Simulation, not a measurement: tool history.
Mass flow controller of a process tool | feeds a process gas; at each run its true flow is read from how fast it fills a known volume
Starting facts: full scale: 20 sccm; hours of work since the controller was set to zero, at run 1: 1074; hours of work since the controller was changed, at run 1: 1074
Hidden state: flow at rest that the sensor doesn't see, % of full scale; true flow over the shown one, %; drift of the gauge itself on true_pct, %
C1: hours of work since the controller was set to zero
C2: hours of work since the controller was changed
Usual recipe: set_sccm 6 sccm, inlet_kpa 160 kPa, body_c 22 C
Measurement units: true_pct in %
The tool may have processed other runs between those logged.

run 1 day=0.000 | set_sccm=6 inlet_kpa=160 body_c=22 | C1=1074 C2=1074 | true_pct=99.49
run 2 day=1.900 | set_sccm=6 inlet_kpa=160 body_c=22 | C1=1096 C2=1096 | true_pct=99.50
run 3 day=3.854 | set_sccm=6 inlet_kpa=160 body_c=22 | C1=1118 C2=1118 | true_pct=99.44
run 4 day=6.879 | set_sccm=6 inlet_kpa=160 body_c=36 | C1=1152 C2=1152 | true_pct=100.74
run 5 day=9.125 | set_sccm=6 inlet_kpa=160 body_c=36 | C1=1177 C2=1177 | true_pct=100.80
run 6 day=11.679 | set_sccm=6 inlet_kpa=160 body_c=36 | C1=1206 C2=1206 | true_pct=100.64
run 7 day=13.125 | set_sccm=6 inlet_kpa=160 body_c=36 | C1=1222 C2=1222 | true_pct=100.87
run 8 day=15.462 | set_sccm=6 inlet_kpa=160 body_c=34 | C1=1248 C2=1248 | true_pct=100.56
run 9 day=18.167 | set_sccm=6 inlet_kpa=160 body_c=34 | C1=1278 C2=1278 | true_pct=100.62
run 10 day=19.750 | set_sccm=6 inlet_kpa=160 body_c=34 | C1=1296 C2=1296 | true_pct=100.49
run 11 day=22.629 | set_sccm=6 inlet_kpa=160 body_c=34 | C1=1329 C2=1329 | true_pct=100.55
run 12 day=25.242 | set_sccm=6 inlet_kpa=160 body_c=34 | C1=1358 C2=1358 | true_pct=100.60
run 13 day=27.088 | set_sccm=6 inlet_kpa=160 body_c=34 | C1=1379 C2=1379 | true_pct=100.66
run 14 day=28.558 | set_sccm=17 inlet_kpa=160 body_c=35 | C1=1395 C2=1395 | true_pct=100.26
run 15 day=30.908 | set_sccm=17 inlet_kpa=160 body_c=35 | C1=1422 C2=1422 | true_pct=100.25
run 16 day=32.754 | set_sccm=9 inlet_kpa=152 body_c=22 | C1=1442 C2=1442 | true_pct=99.15
run 17 day=35.888 | set_sccm=3 inlet_kpa=259 body_c=27 | C1=1477 C2=1477 | true_pct=101.59
run 18 day=38.325 | set_sccm=3 inlet_kpa=259 body_c=27 | C1=1505 C2=1505 | true_pct=101.38
run 19 day=40.650 | set_sccm=3 inlet_kpa=160 body_c=27 | C1=1531 C2=1531 | true_pct=100.87
run 20 day=43.479 | set_sccm=2 inlet_kpa=160 body_c=22 | C1=1563 C2=1563 | true_pct=101.40
run 21 day=45.446 | set_sccm=2 inlet_kpa=160 body_c=22 | C1=1585 C2=1585 | true_pct=101.49

For run 22, what comes out?
run 22 day=46.788 | set_sccm=2 inlet_kpa=160 body_c=22 | C1=1600 C2=1600 | true_pct=?

Run 22 measured true_pct 101.54 %.
With the hidden condition absent and the run-to-run variation left alone, this run would have shown true_pct 99.21 %.
